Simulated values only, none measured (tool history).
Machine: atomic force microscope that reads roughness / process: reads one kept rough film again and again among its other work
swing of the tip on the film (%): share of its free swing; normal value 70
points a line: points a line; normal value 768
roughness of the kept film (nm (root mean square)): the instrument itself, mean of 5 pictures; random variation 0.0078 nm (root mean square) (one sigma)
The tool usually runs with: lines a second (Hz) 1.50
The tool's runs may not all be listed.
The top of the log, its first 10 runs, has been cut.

run,hour,lines a second (Hz),swing of the tip on the film (%),points a line,pictures with this tip,hours of work since the height scale was calibrated,roughness of the kept film (nm (root mean square))
11,94.0,1.50,85,768,223,143,1.466
12,105.4,1.50,85,768,234,149,1.464
13,113.6,1.50,70,768,241,152,1.603
14,129.2,1.50,70,768,256,159,1.578
15,139.2,1.50,70,305,265,164,1.561
16,149.3,1.50,70,305,275,169,1.564
17,161.5,1.06,70,768,286,174,1.621
18,168.1,1.50,70,326,292,177,1.573
19,183.2,1.50,70,266,306,184,1.541
20,197.3,0.51,57,270,320,190,1.654
21,209.7,0.51,57,359,331,196,1.652
22,222.7,0.67,73,570,343,202,1.626
23,234.6,3.97,65,261,355,207,1.428
# hour 237.0: new tip fitted
24,244.0,1.50,70,342,7,211,1.645
25,257.8,0.52,67,342,20,218,1.719
26,268.5,3.93,81,768,30,223,1.288
27,278.2,1.37,61,768,39,227,1.688
28,292.3,1.20,61,297,52,233,1.685
29,301.7,0.81,58,402,61,238,1.729
30,315.5,0.81,58,402,74,244,1.716
31,329.6,0.81,58,402,87,250,1.710
32,339.0,1.63,81,984,96,255,1.521
33,350.4,1.09,57,280,107,260,1.680
34,358.4,1.09,80,890,114,263,1.593
35,367.2,1.50,70,684,122,268,1.610

Each row is a separate what-if for the run after 35, all from the same tool condition, not one after another. Results?
A,377.3,1.75,59,482,132,272,?
B,377.3,1.50,57,684,132,272,?
C,377.3,1.50,71,768,132,272,?

run,roughness of the kept film (nm (root mean square))
A,1.666
B,1.693
C,1.603
What these runs would have given with no unlogged condition in the tool:
run,roughness of the kept film (nm (root mean square))
A,1.718
B,1.746
C,1.653
